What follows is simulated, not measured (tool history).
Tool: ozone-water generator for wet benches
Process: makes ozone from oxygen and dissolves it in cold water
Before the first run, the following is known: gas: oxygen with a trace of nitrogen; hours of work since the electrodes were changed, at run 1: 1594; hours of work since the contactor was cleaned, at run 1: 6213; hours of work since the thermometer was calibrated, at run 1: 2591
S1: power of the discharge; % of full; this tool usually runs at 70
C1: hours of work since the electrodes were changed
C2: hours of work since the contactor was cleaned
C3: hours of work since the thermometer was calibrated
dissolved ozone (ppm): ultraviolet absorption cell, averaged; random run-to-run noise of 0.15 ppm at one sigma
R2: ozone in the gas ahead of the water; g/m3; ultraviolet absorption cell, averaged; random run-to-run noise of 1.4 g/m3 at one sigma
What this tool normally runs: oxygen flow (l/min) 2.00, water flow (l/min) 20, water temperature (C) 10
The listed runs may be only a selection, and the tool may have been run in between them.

run 1 day=0.000 | S1=70 oxygen_flow_(l/min)=2.00 water_flow_(l/min)=20 water_temperature_(C)=10 | C1=1594 C2=6213 C3=2591 | dissolved_ozone_(ppm)=18.2 R2=264.1
run 2 day=1.404 | S1=70 oxygen_flow_(l/min)=2.00 water_flow_(l/min)=20 water_temperature_(C)=10 | C1=1622 C2=6240 C3=2618 | dissolved_ozone_(ppm)=18.1 R2=264.8
run 3 day=4.167 | S1=70 oxygen_flow_(l/min)=2.00 water_flow_(l/min)=20 water_temperature_(C)=10 | C1=1676 C2=6294 C3=2672 | dissolved_ozone_(ppm)=17.9 R2=263.9
run 4 day=7.512 | S1=70 oxygen_flow_(l/min)=2.00 water_flow_(l/min)=20 water_temperature_(C)=10 | C1=1742 C2=6360 C3=2738 | dissolved_ozone_(ppm)=17.9 R2=262.4
run 5 day=9.379 | S1=70 oxygen_flow_(l/min)=2.28 water_flow_(l/min)=20 water_temperature_(C)=10 | C1=1778 C2=6396 C3=2774 | dissolved_ozone_(ppm)=18.8 R2=249.7
run 6 day=12.708 | S1=70 oxygen_flow_(l/min)=2.28 water_flow_(l/min)=20 water_temperature_(C)=10 | C1=1843 C2=6461 C3=2839 | dissolved_ozone_(ppm)=19.5 R2=247.9
run 7 day=14.667 | S1=70 oxygen_flow_(l/min)=2.28 water_flow_(l/min)=20 water_temperature_(C)=10 | C1=1882 C2=6500 C3=2878 | dissolved_ozone_(ppm)=19.2 R2=252.4
run 8 day=16.804 | S1=70 oxygen_flow_(l/min)=2.00 water_flow_(l/min)=20 water_temperature_(C)=18 | C1=1924 C2=6542 C3=2920 | dissolved_ozone_(ppm)=17.0 R2=263.1
run 9 day=19.708 | S1=70 oxygen_flow_(l/min)=2.00 water_flow_(l/min)=20 water_temperature_(C)=18 | C1=1980 C2=6598 C3=2976 | dissolved_ozone_(ppm)=17.0 R2=263.4
run 10 day=22.229 | S1=70 oxygen_flow_(l/min)=2.00 water_flow_(l/min)=20 water_temperature_(C)=18 | C1=2030 C2=6648 C3=3026 | dissolved_ozone_(ppm)=16.9 R2=263.9
run 11 day=24.492 | S1=70 oxygen_flow_(l/min)=2.00 water_flow_(l/min)=20 water_temperature_(C)=18 | C1=2074 C2=6692 C3=3070 | dissolved_ozone_(ppm)=17.3 R2=265.1
run 12 day=26.108 | S1=70 oxygen_flow_(l/min)=2.00 water_flow_(l/min)=20 water_temperature_(C)=10 | C1=2106 C2=6724 C3=3102 | dissolved_ozone_(ppm)=17.8 R2=265.6
run 13 day=28.204 | S1=43 oxygen_flow_(l/min)=1.99 water_flow_(l/min)=20 water_temperature_(C)=16 | C1=2147 C2=6765 C3=3143 | dissolved_ozone_(ppm)=12.8 R2=196.3
run 14 day=30.096 | S1=66 oxygen_flow_(l/min)=1.99 water_flow_(l/min)=20 water_temperature_(C)=13 | C1=2184 C2=6802 C3=3180 | dissolved_ozone_(ppm)=17.3 R2=256.1
run 15 day=32.092 | S1=57 oxygen_flow_(l/min)=2.00 water_flow_(l/min)=20 water_temperature_(C)=10 | C1=2223 C2=6841 C3=3219 | dissolved_ozone_(ppm)=15.9 R2=232.5
run 16 day=35.133 | S1=57 oxygen_flow_(l/min)=2.00 water_flow_(l/min)=20 water_temperature_(C)=10 | C1=2282 C2=6900 C3=3278 | dissolved_ozone_(ppm)=16.0 R2=232.8
run 17 day=38.354 | S1=47 oxygen_flow_(l/min)=2.44 water_flow_(l/min)=20 water_temperature_(C)=10 | C1=2345 C2=6964 C3=3342 | dissolved_ozone_(ppm)=15.2 R2=189.7
-- day=39.104 contactor cleaned
run 18 day=40.071 | S1=46 oxygen_flow_(l/min)=2.00 water_flow_(l/min)=20 water_temperature_(C)=9 | C1=2376 C2=19 C3=3372 | dissolved_ozone_(ppm)=14.1 R2=204.8
run 19 day=41.717 | S1=46 oxygen_flow_(l/min)=2.00 water_flow_(l/min)=20 water_temperature_(C)=9 | C1=2408 C2=51 C3=3404 | dissolved_ozone_(ppm)=14.0 R2=207.2
run 20 day=45.079 | S1=46 oxygen_flow_(l/min)=2.00 water_flow_(l/min)=20 water_temperature_(C)=9 | C1=2474 C2=117 C3=3470 | dissolved_ozone_(ppm)=14.2 R2=204.5
run 21 day=46.592 | S1=81 oxygen_flow_(l/min)=2.56 water_flow_(l/min)=22 water_temperature_(C)=10 | C1=2503 C2=147 C3=3500 | dissolved_ozone_(ppm)=20.1 R2=260.8
-- day=47.704 water thermometer calibrated
run 22 day=49.071 | S1=81 oxygen_flow_(l/min)=2.56 water_flow_(l/min)=22 water_temperature_(C)=10 | C1=2552 C2=195 C3=27 | dissolved_ozone_(ppm)=20.0 R2=259.6
run 23 day=51.996 | S1=94 oxygen_flow_(l/min)=2.00 water_flow_(l/min)=18 water_temperature_(C)=10 | C1=2609 C2=252 C3=84 | dissolved_ozone_(ppm)=23.8 R2=316.4
run 24 day=54.517 | S1=94 oxygen_flow_(l/min)=2.00 water_flow_(l/min)=18 water_temperature_(C)=10 | C1=2658 C2=301 C3=133 | dissolved_ozone_(ppm)=23.8 R2=317.4

Here are 5 independent what-if runs from the current tool condition. What would each one return?
run A day=57.000 | S1=94 oxygen_flow_(l/min)=2.00 water_flow_(l/min)=18 water_temperature_(C)=7 | C1=2707 C2=350 C3=182 | dissolved_ozone_(ppm)=? R2=?
run B day=57.000 | S1=80 oxygen_flow_(l/min)=2.00 water_flow_(l/min)=20 water_temperature_(C)=9 | C1=2707 C2=350 C3=182 | dissolved_ozone_(ppm)=? R2=?
run C day=57.000 | S1=94 oxygen_flow_(l/min)=2.00 water_flow_(l/min)=28 water_temperature_(C)=10 | C1=2707 C2=350 C3=182 | dissolved_ozone_(ppm)=? R2=?
run D day=57.000 | S1=43 oxygen_flow_(l/min)=2.00 water_flow_(l/min)=20 water_temperature_(C)=10 | C1=2707 C2=350 C3=182 | dissolved_ozone_(ppm)=? R2=?
run E day=57.000 | S1=72 oxygen_flow_(l/min)=2.00 water_flow_(l/min)=18 water_temperature_(C)=5 | C1=2707 C2=350 C3=182 | dissolved_ozone_(ppm)=? R2=?

run=A dissolved_ozone_(ppm)=24.3 R2=315.2
run=B dissolved_ozone_(ppm)=19.7 R2=285.3
run=C dissolved_ozone_(ppm)=15.6 R2=315.3
run=D dissolved_ozone_(ppm)=13.5 R2=196.4
run=E dissolved_ozone_(ppm)=20.9 R2=269.0
Without the tool's unlogged condition, the same runs would have read:
run=A dissolved_ozone_(ppm)=24.3 R2=315.4
run=B dissolved_ozone_(ppm)=19.7 R2=285.5
run=C dissolved_ozone_(ppm)=15.6 R2=315.4
run=D dissolved_ozone_(ppm)=13.5 R2=196.4
run=E dissolved_ozone_(ppm)=20.9 R2=269.1
